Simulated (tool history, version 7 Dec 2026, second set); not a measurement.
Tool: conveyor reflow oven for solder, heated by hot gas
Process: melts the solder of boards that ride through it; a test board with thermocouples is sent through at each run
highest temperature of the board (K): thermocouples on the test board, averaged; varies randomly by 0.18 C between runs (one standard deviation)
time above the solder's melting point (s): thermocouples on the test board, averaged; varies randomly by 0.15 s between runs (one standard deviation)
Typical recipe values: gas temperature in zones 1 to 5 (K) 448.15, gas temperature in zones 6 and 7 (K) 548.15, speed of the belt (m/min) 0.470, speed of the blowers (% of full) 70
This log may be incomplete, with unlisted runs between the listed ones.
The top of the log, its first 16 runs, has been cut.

| run | day | gas temperature in zones 1 to 5 (K) | gas temperature in zones 6 and 7 (K) | speed of the belt (m/min) | speed of the blowers (% of full) | highest temperature of the board (K) | time above the solder's melting point (s) |
|---|---|---|---|---|---|---|---|
| 17 | 11.000 | 448.15 | 561.15 | 0.464 | 70 | 548.25 | 83.4 |
| 18 | 11.408 | 448.15 | 553.15 | 0.470 | 56 | 537.65 | 76.5 |
| 19 | 11.825 | 453.15 | 548.15 | 0.470 | 63 | 534.95 | 77.2 |
| 20 | 12.588 | 448.15 | 557.15 | 0.470 | 69 | 543.65 | 80.0 |
| 21 | 13.508 | 453.15 | 544.15 | 0.435 | 70 | 534.55 | 83.3 |
| 22 | 14.338 | 459.15 | 544.15 | 0.415 | 70 | 536.15 | 92.2 |
| 23 | 15.112 | 462.15 | 544.15 | 0.415 | 70 | 536.65 | 93.5 |
| 24 | 15.950 | 448.15 | 561.15 | 0.507 | 70 | 544.75 | 74.7 |
| 25 | 16.808 | 448.15 | 561.15 | 0.507 | 70 | 545.35 | 74.7 |
| 26 | 17.600 | 448.15 | 561.15 | 0.507 | 70 | 545.15 | 74.5 |
| 27 | 18.008 | 457.15 | 545.15 | 0.525 | 80 | 532.65 | 69.1 |
| 28 | 18.692 | 448.15 | 551.15 | 0.542 | 70 | 534.05 | 63.8 |
| 29 | 19.504 | 461.15 | 548.15 | 0.393 | 89 | 542.65 | 101.6 |
| 30 | 20.058 | 462.15 | 550.15 | 0.470 | 78 | 540.05 | 83.8 |
| 31 | 20.850 | 461.15 | 550.15 | 0.482 | 87 | 540.45 | 81.6 |
|  | 21.392 | flux residue cleaned out of gas plates and filters |
| 32 | 21.817 | 448.15 | 548.15 | 0.434 | 70 | 537.95 | 83.7 |

Branching from run 32: 3 alternative next runs. What would each branch give?
| A | 22.721 | 438.15 | 545.15 | 0.470 | 56 | ? | ? |
| B | 22.721 | 448.15 | 548.15 | 0.470 | 83 | ? | ? |
| C | 22.721 | 448.15 | 558.15 | 0.434 | 70 | ? | ? |

| run | highest temperature of the board (K) | time above the solder's melting point (s) |
|---|---|---|
| A | 528.45 | 66.4 |
| B | 537.45 | 77.1 |
| C | 547.35 | 88.9 |
The same runs, with their run-to-run variation unchanged, on a tool lacking any hidden condition would have given:
| run | highest temperature of the board (K) | time above the solder's melting point (s) |
|---|---|---|
| A | 528.35 | 66.3 |
| B | 537.35 | 77.1 |
| C | 547.25 | 88.8 |

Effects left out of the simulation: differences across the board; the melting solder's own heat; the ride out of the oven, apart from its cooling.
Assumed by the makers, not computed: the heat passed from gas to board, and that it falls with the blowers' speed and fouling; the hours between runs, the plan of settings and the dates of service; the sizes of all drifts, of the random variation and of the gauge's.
